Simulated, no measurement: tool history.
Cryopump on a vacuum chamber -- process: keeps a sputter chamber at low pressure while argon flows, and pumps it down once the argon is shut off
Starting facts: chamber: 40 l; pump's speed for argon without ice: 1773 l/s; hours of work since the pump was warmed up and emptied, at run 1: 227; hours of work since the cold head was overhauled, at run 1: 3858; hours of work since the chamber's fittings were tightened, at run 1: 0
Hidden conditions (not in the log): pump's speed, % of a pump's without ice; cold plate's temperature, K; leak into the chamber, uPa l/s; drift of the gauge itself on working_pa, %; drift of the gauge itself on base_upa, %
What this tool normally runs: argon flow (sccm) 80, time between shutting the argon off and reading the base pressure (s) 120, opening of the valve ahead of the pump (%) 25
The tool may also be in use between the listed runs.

run,hour,argon flow (sccm),time between shutting the argon off and reading the base pressure (s),opening of the valve ahead of the pump (%),hours of work since the pump was warmed up and emptied,hours of work since the cold head was overhauled,hours of work since the chamber's fittings were tightened,pressure while argon flows (Pa),pressure after the wait (uPa)
1,0,80,120,25,227,3858,0,0.3138,0.35
2,124.5,80,120,25,324,3955,97,0.3125,0.45
3,221.7,80,120,25,399,4031,172,0.3138,0.53
4,306.3,80,120,25,465,4096,238,0.3159,0.62
5,407.1,80,120,25,544,4175,317,0.3173,0.66
6,471.8,80,120,25,594,4225,367,0.3198,0.67
7,542.5,80,120,25,649,4280,422,0.3196,0.71
8,647.8,101,120,31,731,4362,504,0.3297,0.79
9,743.7,115,120,18,806,4437,579,0.6294,0.9
# hour 806.1: pump warmed up, emptied and cooled again
10,871.5,115,120,18,51,4532,674,0.6124,0.82

Forecast run 11:
11,932.3,115,120,27,98,4580,722,?,?

pressure while argon flows (Pa): 0.4122
pressure after the wait (uPa): 0.88
With no hidden state in the tool, this same run would have given pressure while argon flows (Pa) 0.4053, pressure after the wait (uPa) 0.35.

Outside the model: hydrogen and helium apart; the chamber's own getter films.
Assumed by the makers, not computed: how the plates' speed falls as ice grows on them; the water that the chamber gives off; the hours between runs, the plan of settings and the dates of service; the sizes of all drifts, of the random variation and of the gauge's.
